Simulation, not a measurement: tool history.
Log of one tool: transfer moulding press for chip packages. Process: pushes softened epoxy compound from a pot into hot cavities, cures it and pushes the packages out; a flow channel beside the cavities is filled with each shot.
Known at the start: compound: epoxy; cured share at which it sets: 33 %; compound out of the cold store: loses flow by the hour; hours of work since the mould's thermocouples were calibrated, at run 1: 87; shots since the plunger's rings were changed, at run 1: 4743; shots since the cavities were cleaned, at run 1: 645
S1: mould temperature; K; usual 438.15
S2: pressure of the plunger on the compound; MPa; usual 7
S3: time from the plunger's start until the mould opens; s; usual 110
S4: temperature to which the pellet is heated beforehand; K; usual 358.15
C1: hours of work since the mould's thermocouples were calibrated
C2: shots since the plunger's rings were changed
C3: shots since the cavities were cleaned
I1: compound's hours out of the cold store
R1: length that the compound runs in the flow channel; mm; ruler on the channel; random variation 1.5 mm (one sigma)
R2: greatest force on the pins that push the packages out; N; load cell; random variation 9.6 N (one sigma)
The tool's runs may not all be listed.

{"run": 1, "hour": 0.0, "S1": 438.15, "S2": 7, "S3": 110, "S4": 358.15, "C1": 87, "C2": 4743, "C3": 645, "I1": 11.6, "R1": 701, "R2": 976}
{"run": 2, "hour": 7.6, "S1": 435.15, "S2": 7, "S3": 110, "S4": 358.15, "C1": 92, "C2": 4824, "C3": 726, "I1": 26.3, "R1": 672, "R2": 1246}
{"run": 3, "hour": 14.9, "S1": 438.15, "S2": 7, "S3": 110, "S4": 358.15, "C1": 96, "C2": 4900, "C3": 802, "I1": 26.2, "R1": 659, "R2": 991}
{"run": 4, "hour": 20.7, "S1": 438.15, "S2": 7, "S3": 110, "S4": 358.15, "C1": 100, "C2": 4961, "C3": 863, "I1": 42.1, "R1": 619, "R2": 932}
{"run": 5, "hour": 29.2, "S1": 438.15, "S2": 7, "S3": 110, "S4": 358.15, "C1": 106, "C2": 5051, "C3": 953, "I1": 39.2, "R1": 624, "R2": 978}
{"run": 6, "hour": 38.5, "S1": 438.15, "S2": 7, "S3": 110, "S4": 358.15, "C1": 112, "C2": 5149, "C3": 1051, "I1": 37.5, "R1": 629, "R2": 1004}
{"hour": 48.8, "done": "cavities cleaned with cleaning compound and waxed"}
{"run": 7, "hour": 49.0, "S1": 438.15, "S2": 7, "S3": 110, "S4": 358.15, "C1": 118, "C2": 5243, "C3": 1, "I1": 37.9, "R1": 627, "R2": 433}
{"run": 8, "hour": 57.6, "S1": 438.15, "S2": 7, "S3": 110, "S4": 358.15, "C1": 123, "C2": 5334, "C3": 92, "I1": 17.8, "R1": 682, "R2": 608}
{"run": 9, "hour": 62.3, "S1": 438.15, "S2": 7, "S3": 110, "S4": 368.15, "C1": 127, "C2": 5384, "C3": 142, "I1": 21.6, "R1": 669, "R2": 651}
{"hour": 69.4, "done": "plunger's sealing rings changed"}
{"run": 10, "hour": 73.4, "S1": 438.15, "S2": 7, "S3": 110, "S4": 368.15, "C1": 132, "C2": 43, "C3": 233, "I1": 23.4, "R1": 692, "R2": 749}
{"run": 11, "hour": 83.2, "S1": 441.15, "S2": 7, "S3": 110, "S4": 368.15, "C1": 139, "C2": 146, "C3": 336, "I1": 44.4, "R1": 620, "R2": 646}
{"run": 12, "hour": 90.2, "S1": 441.15, "S2": 5.79, "S3": 110, "S4": 368.15, "C1": 143, "C2": 220, "C3": 410, "I1": 40.5, "R1": 576, "R2": 676}
{"run": 13, "hour": 99.9, "S1": 438.15, "S2": 7, "S3": 110, "S4": 358.15, "C1": 149, "C2": 322, "C3": 512, "I1": 30.7, "R1": 666, "R2": 902}
{"hour": 102.4, "done": "mould's thermocouples calibrated"}
{"run": 14, "hour": 111.3, "S1": 438.15, "S2": 6.74, "S3": 110, "S4": 358.15, "C1": 6, "C2": 421, "C3": 611, "I1": 30.3, "R1": 659, "R2": 948}
{"run": 15, "hour": 118.7, "S1": 438.15, "S2": 6.74, "S3": 110, "S4": 363.15, "C1": 11, "C2": 500, "C3": 690, "I1": 20.9, "R1": 681, "R2": 1006}
{"run": 16, "hour": 125.6, "S1": 438.15, "S2": 6.74, "S3": 121, "S4": 368.15, "C1": 15, "C2": 572, "C3": 762, "I1": 28.3, "R1": 660, "R2": 773}
{"run": 17, "hour": 134.4, "S1": 431.15, "S2": 7, "S3": 122, "S4": 358.15, "C1": 21, "C2": 665, "C3": 855, "I1": 46.4, "R1": 651, "R2": 1321}
{"run": 18, "hour": 143.8, "S1": 431.15, "S2": 7, "S3": 122, "S4": 358.15, "C1": 27, "C2": 763, "C3": 953, "I1": 18.6, "R1": 731, "R2": 1421}
{"run": 19, "hour": 153.0, "S1": 437.15, "S2": 5.2, "S3": 109, "S4": 357.15, "C1": 33, "C2": 861, "C3": 1051, "I1": 41, "R1": 555, "R2": 1151}
{"hour": 155.7, "done": "mould's thermocouples calibrated, once more"}
{"hour": 165.1, "done": "cavities cleaned with cleaning compound and waxed"}
{"run": 20, "hour": 166.6, "S1": 434.15, "S2": 7, "S3": 119, "S4": 360.15, "C1": 6, "C2": 967, "C3": 16, "I1": 8.6, "R1": 744, "R2": 550}
{"run": 21, "hour": 173.8, "S1": 440.15, "S2": 6.96, "S3": 129, "S4": 350.15, "C1": 11, "C2": 1043, "C3": 92, "I1": 31.2, "R1": 658, "R2": 401}
{"run": 22, "hour": 179.8, "S1": 435.15, "S2": 6.07, "S3": 105, "S4": 358.15, "C1": 15, "C2": 1107, "C3": 156, "I1": 28.4, "R1": 635, "R2": 889}
{"run": 23, "hour": 187.4, "S1": 438.15, "S2": 7, "S3": 110, "S4": 368.15, "C1": 20, "C2": 1187, "C3": 236, "I1": 15.5, "R1": 702, "R2": 709}
{"run": 24, "hour": 197.1, "S1": 430.15, "S2": 8.14, "S3": 102, "S4": 361.15, "C1": 26, "C2": 1289, "C3": 338, "I1": 30.5, "R1": 748, "R2": 1600}
{"run": 25, "hour": 203.7, "S1": 430.15, "S2": 8.14, "S3": 102, "S4": 361.15, "C1": 30, "C2": 1358, "C3": 407, "I1": 33.9, "R1": 738, "R2": 1725}
{"run": 26, "hour": 210.7, "S1": 430.15, "S2": 8.14, "S3": 102, "S4": 361.15, "C1": 35, "C2": 1432, "C3": 481, "I1": 30.6, "R1": 746, "R2": 1721}
{"run": 27, "hour": 217.1, "S1": 438.15, "S2": 6.29, "S3": 110, "S4": 355.15, "C1": 39, "C2": 1500, "C3": 549, "I1": 33, "R1": 622, "R2": 910}
{"run": 28, "hour": 226.0, "S1": 438.15, "S2": 6.29, "S3": 110, "S4": 355.15, "C1": 45, "C2": 1594, "C3": 643, "I1": 44.2, "R1": 593, "R2": 903}
{"run": 29, "hour": 233.2, "S1": 445.15, "S2": 7, "S3": 144, "S4": 358.15, "C1": 50, "C2": 1670, "C3": 719, "I1": 30, "R1": 642, "R2": 603}

Forecast each of these 4 alternatives for the next run:
{"run": "A", "hour": 240.7, "S1": 445.15, "S2": 8.64, "S3": 91, "S4": 359.15, "C1": 55, "C2": 1749, "C3": 798, "I1": 25.3, "R1": "?", "R2": "?"}
{"run": "B", "hour": 240.7, "S1": 431.15, "S2": 7, "S3": 95, "S4": 358.15, "C1": 55, "C2": 1749, "C3": 798, "I1": 46.7, "R1": "?", "R2": "?"}
{"run": "C", "hour": 240.7, "S1": 433.15, "S2": 7, "S3": 110, "S4": 356.15, "C1": 55, "C2": 1749, "C3": 798, "I1": 14.6, "R1": "?", "R2": "?"}
{"run": "D", "hour": 240.7, "S1": 438.15, "S2": 7, "S3": 121, "S4": 357.15, "C1": 55, "C2": 1749, "C3": 798, "I1": 22.4, "R1": "?", "R2": "?"}

run=A R1=727 R2=939
run=B R1=640 R2=2040
run=C R1=728 R2=1460
run=D R1=682 R2=815
Without the tool's hidden state the same runs would have given:
run=A R1=735 R2=427
run=B R1=647 R2=915
run=C R1=736 R2=658
run=D R1=690 R2=369
